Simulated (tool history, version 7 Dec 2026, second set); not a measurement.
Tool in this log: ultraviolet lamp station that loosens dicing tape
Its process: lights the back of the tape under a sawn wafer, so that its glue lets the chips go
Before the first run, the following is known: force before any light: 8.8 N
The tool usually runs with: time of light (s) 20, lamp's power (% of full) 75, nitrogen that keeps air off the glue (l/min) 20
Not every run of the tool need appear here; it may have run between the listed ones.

run   hour  time of light (s)  lamp's power (% of full)  nitrogen that keeps air off the glue (l/min)  force that peels the tape off (N)  light that reached the tape (mJ/cm²)
  1      0                 20                        75                                            20                              0.625                                   339
  2   20.4                 20                        75                                            20                              0.655                                   344
  3   54.8                 20                        75                                            20                              0.666                                   337
  4   77.2                 28                        75                                            20                              0.253                                   469
  5  107.7                 22                        75                                            20                              0.523                                   367
  6  139.9                 22                        75                                            20                              0.527                                   369
  7    158                 20                        75                                            20                              0.701                                   329
  8  173.5                 20                        75                                            12                              1.038                                   330
     177.1  -- window cleaned of glue's vapour
  9    193                 20                        75                                            20                              0.728                                   320
 10  220.4                 20                        75                                            13                              1.046                                   319
 11  248.8                 20                        75                                            33                              0.519                                   316
 12  269.5                 20                        75                                            33                              0.545                                   319
 13  298.2                 20                        75                                            33                              0.516                                   310
     301.2  -- window cleaned of glue's vapour, once more
 14  314.4                 20                        75                                            33                              0.406                                   353
 15  332.2                 20                        97                                            29                              0.203                                   453
 16  361.7                 20                        97                                            29                              0.209                                   454
 17  387.5                 26                        84                                             6                              0.699                                   507
 18  410.6                 32                        95                                            12                              0.128                                   702
 19  442.9                 28                        65                                             6                              1.081                                   418
 20    458                 28                        79                                            19                              0.209                                   509
 21  487.8                 28                        63                                            36                              0.253                                   407
 22  519.3                 28                        63                                            31                              0.292                                   405
 23  541.9                 17                        69                                             7                              2.145                                   267
 24  571.1                 22                        98                                            33                              0.164                                   483
 25  598.1                 22                        98                                            33                              0.157                                   481

Predict each of these 3 candidate next runs independently; none follows another, all start after run 25:
  A  617.8                 22                        90                                             9                                  ?                                     ?
  B  617.8                 20                        82                                            20                                  ?                                     ?
  C  617.8                 22                        98                                            12                                  ?                                     ?

run  force that peels the tape off (N)  light that reached the tape (mJ/cm²)
  A                              0.689                                   445
  B                               0.55                                   368
  C                              0.409                                   484
Stripped of hidden state, with their random variation kept, the same runs would have yielded:
run  force that peels the tape off (N)  light that reached the tape (mJ/cm²)
  A                              0.425                                   536
  B                              0.324                                   444
  C                              0.237                                   584

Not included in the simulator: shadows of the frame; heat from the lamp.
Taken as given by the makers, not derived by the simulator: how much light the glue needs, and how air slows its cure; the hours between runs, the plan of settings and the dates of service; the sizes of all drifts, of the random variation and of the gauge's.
